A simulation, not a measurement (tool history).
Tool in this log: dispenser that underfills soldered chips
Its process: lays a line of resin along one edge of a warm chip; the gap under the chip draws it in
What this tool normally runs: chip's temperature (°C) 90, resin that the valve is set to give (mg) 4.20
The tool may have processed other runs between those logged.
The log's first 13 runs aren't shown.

run   hour  chip's temperature (°C)  resin that the valve is set to give (mg)  hours of work since the syringe was changed  hours of work since the valve was cleaned  hours of work since the stage was calibrated  time until the resin shows at the far edge (s)  resin that the valve gave (mg)
      86.2  -- new syringe of resin
 14   87.9                       90                                      3.90                                            1                                         70                                           145                                            27.8                            3.75
      94.9  -- new syringe of resin
 15   95.9                       90                                      3.90                                            1                                         75                                           150                                            26.6                            3.69
 16  101.4                       86                                      4.20                                            4                                         79                                           154                                            37.1                            3.91
     103.7  -- new syringe of resin
 17  107.3                       84                                      4.20                                            2                                         82                                           157                                            35.4                            3.92
     112.5  -- new syringe of resin
 18  112.9                       90                                      4.20                                            0                                         86                                           161                                            26.2                            3.89
 19  120.7                       90                                      4.20                                            5                                         91                                           166                                            34.2                            3.82
     121.7  -- new syringe of resin
 20  126.8                       90                                      4.20                                            3                                         95                                           169                                            30.7                            3.89
     130.8  -- new syringe of resin
 21  130.8                       78                                      4.12                                            0                                         97                                           172                                            38.8                            3.84
     135.9  -- dispensing valve cleaned and set on the balance
 22  140.0                       78                                      4.12                                            5                                          3                                           177                                            51.6                            4.07
     140.7  -- new syringe of resin
 23  143.9                      103                                      4.20                                            2                                          5                                           179                                            19.0                            4.12
 24  148.5                       82                                      4.71                                            5                                          8                                           182                                            41.3                            4.69
     149.8  -- new syringe of resin
 25  154.3                       83                                      3.98                                            3                                         11                                           186                                            37.4                            4.02
     158.8  -- new syringe of resin
 26  161.3                       83                                      3.98                                            2                                         16                                           190                                            35.4                            3.91
     167.6  -- new syringe of resin
 27  169.9                       94                                      4.22                                            1                                         21                                           195                                            23.9                            4.12
 28  174.6                       94                                      4.22                                            4                                         24                                           198                                            28.8                            4.12

What does the tool deliver on the next run?
     176.7  -- new syringe of resin
 29  178.5                      103                                      5.00                                            1                                         26                                           201                                               ?                               ?

Run 29 gave time until the resin shows at the far edge (s) 16.9, resin that the valve gave (mg) 4.87.
Minus the tool's unlogged condition, the same run would have read time until the resin shows at the far edge (s) 15.4, resin that the valve gave (mg) 4.99.

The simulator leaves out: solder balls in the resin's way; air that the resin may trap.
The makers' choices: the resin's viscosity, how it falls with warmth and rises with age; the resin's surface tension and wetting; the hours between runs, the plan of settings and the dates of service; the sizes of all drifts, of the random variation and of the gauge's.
